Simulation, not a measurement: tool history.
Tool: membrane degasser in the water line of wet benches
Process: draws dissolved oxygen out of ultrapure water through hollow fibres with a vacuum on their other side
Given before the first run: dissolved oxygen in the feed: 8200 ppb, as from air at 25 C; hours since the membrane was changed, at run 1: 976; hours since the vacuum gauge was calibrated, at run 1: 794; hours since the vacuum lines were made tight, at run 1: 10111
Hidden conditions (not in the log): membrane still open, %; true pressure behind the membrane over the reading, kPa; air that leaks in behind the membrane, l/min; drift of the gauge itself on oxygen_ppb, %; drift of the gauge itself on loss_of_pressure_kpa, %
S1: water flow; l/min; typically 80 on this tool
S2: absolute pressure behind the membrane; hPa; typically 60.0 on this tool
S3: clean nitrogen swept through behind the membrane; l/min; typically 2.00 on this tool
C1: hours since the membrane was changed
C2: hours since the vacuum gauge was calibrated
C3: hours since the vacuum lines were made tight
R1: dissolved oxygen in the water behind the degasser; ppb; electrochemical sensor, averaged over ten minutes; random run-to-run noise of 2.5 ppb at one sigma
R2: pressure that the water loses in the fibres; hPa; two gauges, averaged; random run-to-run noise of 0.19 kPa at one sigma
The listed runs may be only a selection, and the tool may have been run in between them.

{"run": 1, "hour": 0.0, "S1": 80, "S2": 60.0, "S3": 2.0, "C1": 976, "C2": 794, "C3": 10111, "R1": 258.5, "R2": 397.1}
{"run": 2, "hour": 78.3, "S1": 80, "S2": 60.0, "S3": 2.0, "C1": 1055, "C2": 873, "C3": 10189, "R1": 254.3, "R2": 398.2}
{"run": 3, "hour": 132.7, "S1": 80, "S2": 60.0, "S3": 2.0, "C1": 1109, "C2": 927, "C3": 10243, "R1": 256.2, "R2": 400.9}
{"run": 4, "hour": 181.9, "S1": 80, "S2": 60.0, "S3": 2.0, "C1": 1158, "C2": 976, "C3": 10292, "R1": 259.5, "R2": 399.8}
{"run": 5, "hour": 274.9, "S1": 80, "S2": 57.9, "S3": 2.0, "C1": 1251, "C2": 1069, "C3": 10386, "R1": 241.8, "R2": 396.2}
{"run": 6, "hour": 345.7, "S1": 80, "S2": 60.0, "S3": 2.0, "C1": 1322, "C2": 1140, "C3": 10456, "R1": 257.8, "R2": 397.5}
{"run": 7, "hour": 415.5, "S1": 80, "S2": 39.4, "S3": 2.0, "C1": 1392, "C2": 1210, "C3": 10526, "R1": 96.5, "R2": 401.2}
{"run": 8, "hour": 455.7, "S1": 80, "S2": 39.4, "S3": 2.0, "C1": 1432, "C2": 1250, "C3": 10566, "R1": 97.7, "R2": 395.7}
{"run": 9, "hour": 533.1, "S1": 80, "S2": 39.4, "S3": 2.0, "C1": 1509, "C2": 1327, "C3": 10644, "R1": 96.3, "R2": 396.6}
{"run": 10, "hour": 625.1, "S1": 80, "S2": 39.4, "S3": 2.0, "C1": 1601, "C2": 1420, "C3": 10736, "R1": 97.1, "R2": 397.7}
{"run": 11, "hour": 714.3, "S1": 80, "S2": 39.4, "S3": 2.0, "C1": 1691, "C2": 1509, "C3": 10825, "R1": 97.9, "R2": 398.1}
{"run": 12, "hour": 789.1, "S1": 81, "S2": 60.0, "S3": 2.0, "C1": 1765, "C2": 1583, "C3": 10900, "R1": 256.6, "R2": 406.4}
{"run": 13, "hour": 858.4, "S1": 80, "S2": 60.0, "S3": 0.83, "C1": 1835, "C2": 1653, "C3": 10969, "R1": 439.8, "R2": 401.3}
{"run": 14, "hour": 952.9, "S1": 80, "S2": 60.0, "S3": 1.18, "C1": 1929, "C2": 1747, "C3": 11064, "R1": 359.7, "R2": 398.0}
{"run": 15, "hour": 1011.7, "S1": 80, "S2": 60.0, "S3": 2.95, "C1": 1988, "C2": 1806, "C3": 11122, "R1": 201.3, "R2": 404.5}
{"run": 16, "hour": 1057.7, "S1": 113, "S2": 60.0, "S3": 2.95, "C1": 2034, "C2": 1852, "C3": 11168, "R1": 325.4, "R2": 565.7}
{"run": 17, "hour": 1153.1, "S1": 53, "S2": 60.0, "S3": 2.46, "C1": 2129, "C2": 1947, "C3": 11264, "R1": 137.7, "R2": 264.4}
{"run": 18, "hour": 1204.7, "S1": 53, "S2": 60.0, "S3": 2.46, "C1": 2181, "C2": 1999, "C3": 11315, "R1": 138.7, "R2": 266.9}
{"run": 19, "hour": 1265.4, "S1": 53, "S2": 36.1, "S3": 5.86, "C1": 2242, "C2": 2060, "C3": 11376, "R1": 15.5, "R2": 264.8}
{"run": 20, "hour": 1319.0, "S1": 71, "S2": 36.1, "S3": 5.48, "C1": 2295, "C2": 2113, "C3": 11430, "R1": 37.8, "R2": 353.6}
{"run": 21, "hour": 1380.8, "S1": 71, "S2": 103.8, "S3": 5.48, "C1": 2357, "C2": 2175, "C3": 11491, "R1": 236.6, "R2": 357.1}
{"run": 22, "hour": 1440.9, "S1": 71, "S2": 103.8, "S3": 5.48, "C1": 2417, "C2": 2235, "C3": 11551, "R1": 233.7, "R2": 358.0}
{"run": 23, "hour": 1531.4, "S1": 74, "S2": 86.2, "S3": 5.48, "C1": 2508, "C2": 2326, "C3": 11642, "R1": 196.1, "R2": 371.9}
{"run": 24, "hour": 1589.6, "S1": 74, "S2": 120.9, "S3": 3.01, "C1": 2566, "C2": 2384, "C3": 11700, "R1": 483.0, "R2": 371.1}
{"hour": 1605.0, "done": "seals of the vacuum lines changed"}
{"run": 25, "hour": 1673.1, "S1": 74, "S2": 37.4, "S3": 4.31, "C1": 2647, "C2": 2465, "C3": 68, "R1": 51.2, "R2": 368.6}
{"run": 26, "hour": 1728.8, "S1": 64, "S2": 46.6, "S3": 4.31, "C1": 2703, "C2": 2521, "C3": 124, "R1": 67.3, "R2": 323.0}
{"run": 27, "hour": 1809.2, "S1": 85, "S2": 147.2, "S3": 1.34, "C1": 2783, "C2": 2602, "C3": 204, "R1": 1216.0, "R2": 427.3}
{"run": 28, "hour": 1893.9, "S1": 56, "S2": 107.4, "S3": 4.94, "C1": 2868, "C2": 2686, "C3": 289, "R1": 205.0, "R2": 284.6}
{"run": 29, "hour": 1952.7, "S1": 56, "S2": 107.4, "S3": 4.94, "C1": 2927, "C2": 2745, "C3": 348, "R1": 205.2, "R2": 280.8}
{"run": 30, "hour": 1997.8, "S1": 56, "S2": 107.4, "S3": 4.94, "C1": 2972, "C2": 2790, "C3": 393, "R1": 210.4, "R2": 284.3}
{"run": 31, "hour": 2043.4, "S1": 56, "S2": 107.4, "S3": 4.94, "C1": 3018, "C2": 2836, "C3": 438, "R1": 207.7, "R2": 282.5}

What will run 32 give?
{"run": 32, "hour": 2105.0, "S1": 55, "S2": 59.4, "S3": 4.94, "C1": 3079, "C2": 2897, "C3": 500, "R1": "?", "R2": "?"}

Run 32 gave R1 80.3 ppb, R2 275.0 hPa.
With no hidden state in the tool, this same run would have given R1 78.0 ppb, R2 271.3 hPa.

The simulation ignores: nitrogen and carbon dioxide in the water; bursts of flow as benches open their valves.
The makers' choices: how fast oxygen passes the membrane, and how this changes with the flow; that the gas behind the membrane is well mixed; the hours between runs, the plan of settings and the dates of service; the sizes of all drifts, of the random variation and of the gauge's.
